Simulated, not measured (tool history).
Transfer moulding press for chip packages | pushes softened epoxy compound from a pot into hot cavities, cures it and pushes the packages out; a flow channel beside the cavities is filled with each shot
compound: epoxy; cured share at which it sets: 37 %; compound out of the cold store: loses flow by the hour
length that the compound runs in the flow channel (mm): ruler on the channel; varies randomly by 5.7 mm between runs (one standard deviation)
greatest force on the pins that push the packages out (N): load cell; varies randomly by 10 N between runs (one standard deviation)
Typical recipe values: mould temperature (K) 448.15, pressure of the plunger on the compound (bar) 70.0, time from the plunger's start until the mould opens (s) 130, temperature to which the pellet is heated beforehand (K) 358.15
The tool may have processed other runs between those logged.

run,hour,mould temperature (K),pressure of the plunger on the compound (bar),time from the plunger's start until the mould opens (s),temperature to which the pellet is heated beforehand (K),incoming compound's hours out of the cold store,length that the compound runs in the flow channel (mm),greatest force on the pins that push the packages out (N)
1,0.0,448.15,70.0,130,358.15,40.5,703,588
# hour 34.1: cavities cleaned with cleaning compound and waxed
2,44.9,442.15,70.0,130,358.15,27.2,747,757
3,67.0,442.15,70.0,130,358.15,35.7,723,850
# hour 99.6: cavities cleaned with cleaning compound and waxed
4,101.8,442.15,70.0,130,358.15,10.4,774,739
5,128.1,442.15,87.6,130,358.15,46.0,783,802
# hour 165.0: cavities cleaned with cleaning compound and waxed
6,169.6,442.15,87.6,130,358.15,28.3,801,701
# hour 200.8: plunger's sealing rings changed
7,202.7,442.15,87.6,130,358.15,19.2,916,897
# hour 233.6: cavities cleaned with cleaning compound and waxed
8,243.3,448.15,67.0,130,358.15,14.7,795,511
9,282.5,448.15,67.0,130,358.15,41.5,733,635
# hour 300.9: cavities cleaned with cleaning compound and waxed
10,302.0,448.15,67.0,130,358.15,25.3,763,497
11,327.2,448.15,67.0,130,358.15,30.5,746,568
12,362.4,448.15,67.0,130,358.15,22.2,767,670
# hour 366.8: cavities cleaned with cleaning compound and waxed
13,392.0,448.15,67.0,130,358.15,40.2,714,586
# hour 432.6: cavities cleaned with cleaning compound and waxed
14,436.3,448.15,67.0,130,358.15,10.5,771,493
15,477.3,448.15,70.1,155,349.15,8.3,795,558
# hour 481.7: mould's thermocouples calibrated
# hour 502.5: cavities cleaned with cleaning compound and waxed
16,520.9,440.15,70.0,116,352.15,30.4,784,1282

Run 17, settings as shown, results not yet in. Your forecast:
17,541.7,452.15,58.0,130,364.15,29.9,?,?

{"run 17": {"length that the compound runs in the flow channel (mm)": 663, "greatest force on the pins that push the packages out (N)": 548}}
Were there no unlogged condition in the tool, this run, its random variation unchanged, would have produced length that the compound runs in the flow channel (mm) 690, greatest force on the pins that push the packages out (N) 408.
